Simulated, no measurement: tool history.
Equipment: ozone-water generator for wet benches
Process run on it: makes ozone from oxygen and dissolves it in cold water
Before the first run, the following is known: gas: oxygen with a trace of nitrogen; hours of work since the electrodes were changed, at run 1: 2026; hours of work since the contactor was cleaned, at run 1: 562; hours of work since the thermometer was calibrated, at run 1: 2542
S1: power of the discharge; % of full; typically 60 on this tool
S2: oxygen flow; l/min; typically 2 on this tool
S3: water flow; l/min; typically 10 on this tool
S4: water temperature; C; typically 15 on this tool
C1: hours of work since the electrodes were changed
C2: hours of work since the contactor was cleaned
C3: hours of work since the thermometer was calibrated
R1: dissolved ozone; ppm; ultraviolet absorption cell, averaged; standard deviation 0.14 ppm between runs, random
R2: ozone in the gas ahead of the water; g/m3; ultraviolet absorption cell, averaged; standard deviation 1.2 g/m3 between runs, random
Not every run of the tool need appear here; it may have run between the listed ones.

run    hour  S1    S2  S3  S4    C1    C2    C3    R1     R2
  1       0  60     2  10  15  2026   562  2542  16.4  224.1
  2    81.5  60     2  10  15  2089   625  2605  16.7  222.6
  3   139.4  60  1.92  10  15  2134   670  2650  16.4  230.7
  4   237.7  67     2  10  15  2210   746  2726    18  241.8
  5   327.2  67     2  10  22  2279   815  2795  16.3  245.9
  6   395.2  67     2  10  22  2332   868  2848  16.3  244.2
  7   474.9  67     2  10  22  2394   930  2910  16.4  244.1
  8   562.6  67     2  10  22  2462   998  2977  16.4  243.9
  9   623.9  67     2  15  22  2509  1045  3025    11  243.2
 10   722.5  60     2  10  15  2585  1122  3101  16.2    224
 11   813.3  60     2  10  15  2656  1192  3172  16.5  226.8
 12   855.7  60     2  10  15  2689  1225  3204  16.6  225.5
 13   923.3  60     2  10  15  2741  1277  3257  16.1  229.2
 14   998.3  60     2  10  15  2799  1335  3315  16.6  225.8
 15  1052.9  91  1.44   9  10  2841  1377  3357  25.6  379.6
 16  1103.5  94  1.83   8   8  2881  1417  3396  30.3  331.9
 17  1185.6  60     2   6  15  2944  1480  3460    25  225.4
 18  1278.3  60   2.1  10  20  3016  1552  3532  15.6  223.2
 19  1372.9  86  1.34  13   7  3089  1625  3605    17  380.6
 20  1456.8  60     2  10  11  3154  1690  3670  17.2  228.8
 21    1540  81  1.09  10  15  3219  1755  3735  19.5  417.1
 22  1602.4  81  1.09  10  15  3267  1803  3783  19.7  419.4
 23  1650.9  81  2.25  10  15  3305  1841  3820  20.6  265.1
 24  1706.2  65  1.04  15   8  3347  1883  3863  10.9  365.6

Alternative continuations, all from the tool just after run 24; predict every row:
  A  1794.4  60  1.27   7  11  3416  1952  3932   ?   ?
  B  1794.4  65  1.42  12   8  3416  1952  3932   ?   ?
  C  1794.4  96     2  10  15  3416  1952  3932   ?   ?
  D  1794.4  60  1.68  10  15  3416  1952  3932   ?   ?

run    R1     R2
  A  23.7  303.7
  B  14.9  302.5
  C  23.2  320.2
  D  16.6  256.2
Had the tool no hidden state, the same runs would have come out as:
run    R1     R2
  A  23.8    298
  B  14.9  296.9
  C  23.2  314.3
  D  16.6  251.5
